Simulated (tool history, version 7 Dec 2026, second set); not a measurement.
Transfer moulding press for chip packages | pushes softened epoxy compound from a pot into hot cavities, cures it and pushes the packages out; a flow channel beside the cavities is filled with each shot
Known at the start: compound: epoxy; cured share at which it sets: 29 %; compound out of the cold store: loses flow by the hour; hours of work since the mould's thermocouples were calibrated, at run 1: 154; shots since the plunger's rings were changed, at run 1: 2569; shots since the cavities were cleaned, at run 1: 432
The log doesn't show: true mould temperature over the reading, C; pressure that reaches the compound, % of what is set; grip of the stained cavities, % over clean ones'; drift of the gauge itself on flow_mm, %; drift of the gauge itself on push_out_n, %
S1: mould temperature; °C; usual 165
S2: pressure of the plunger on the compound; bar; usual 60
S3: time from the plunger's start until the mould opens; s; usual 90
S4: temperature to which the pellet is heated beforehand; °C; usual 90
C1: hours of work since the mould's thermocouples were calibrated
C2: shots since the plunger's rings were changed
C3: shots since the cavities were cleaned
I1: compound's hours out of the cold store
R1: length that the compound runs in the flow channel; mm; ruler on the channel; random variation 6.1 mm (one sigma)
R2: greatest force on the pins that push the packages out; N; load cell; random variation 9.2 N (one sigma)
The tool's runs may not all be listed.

run	day	S1	S2	S3	S4	C1	C2	C3	I1	R1	R2
1	0	165	60	90	90	154	2569	432	28.2	648	753
2	0.808	165	60	90	90	165	2782	645	26.2	664	850
3	1.771	165	60	90	90	177	3036	899	9.5	694	860
# day 2.479: cavities cleaned with cleaning compound and waxed
4	3.329	165	60	90	90	197	3431	224	45.6	600	607
5	4.429	165	60	90	90	211	3720	513	34.4	622	763
6	5.942	165	69.4	90	90	231	4120	913	34.4	657	837
# day 6.704: cavities cleaned with cleaning compound and waxed
7	7.504	165	69.4	90	90	251	4516	211	27.7	684	606
8	8.642	165	60	121	90	266	4816	511	29.8	609	617
9	9.333	165	60	72	90	275	4998	693	20.6	640	1380
10	10.579	165	60	90	90	291	5326	1021	36.6	586	865
# day 10.846: cavities cleaned with cleaning compound and waxed
11	12.158	165	60	124	90	311	5727	347	9.6	655	563
12	12.912	165	47	90	90	321	5925	545	47.2	501	749
13	13.9	165	62.2	90	90	334	6186	806	41.1	583	821
# day 15.033: cavities cleaned with cleaning compound and waxed
14	15.033	165	47.7	90	90	348	6469	0	20.8	550	421
15	15.992	165	47.7	93	87	361	6722	253	16.8	562	613
# day 16.383: plunger's sealing rings changed
16	17.158	165	47.7	93	87	375	205	533	26	595	723
17	17.908	165	47.7	93	87	384	402	730	39.3	573	755
18	18.992	165	47.7	93	87	399	688	1016	29.8	586	796
# day 19.354: cavities cleaned with cleaning compound and waxed
19	20.35	165	60	117	90	416	1030	263	34.7	645	531
20	21.079	165	60	117	90	425	1222	455	42.9	608	575
21	22.258	165	60	117	90	441	1533	766	39.4	626	664
22	23.275	165	46.2	90	98	454	1801	1034	38.6	552	827
# day 23.492: cavities cleaned with cleaning compound and waxed
23	24.633	165	60	70	84	471	2143	301	30.8	638	1198
24	25.371	165	60	70	84	481	2338	496	25.9	642	1399
25	26.288	165	60	70	84	493	2579	737	37.7	610	1427
# day 27.221: mould's thermocouples calibrated
26	27.425	168	60	70	92	3	2857	1015	9.8	688	1358

Forecast run 27:
# day 27.767: cavities cleaned with cleaning compound and waxed
27	28.625	157	46.7	103	90	18	3157	226	8.6	?	?

R1: 633 mm
R2: 868 N
Without the tool's hidden state the same run would have given R1 666 mm, R2 559 N.
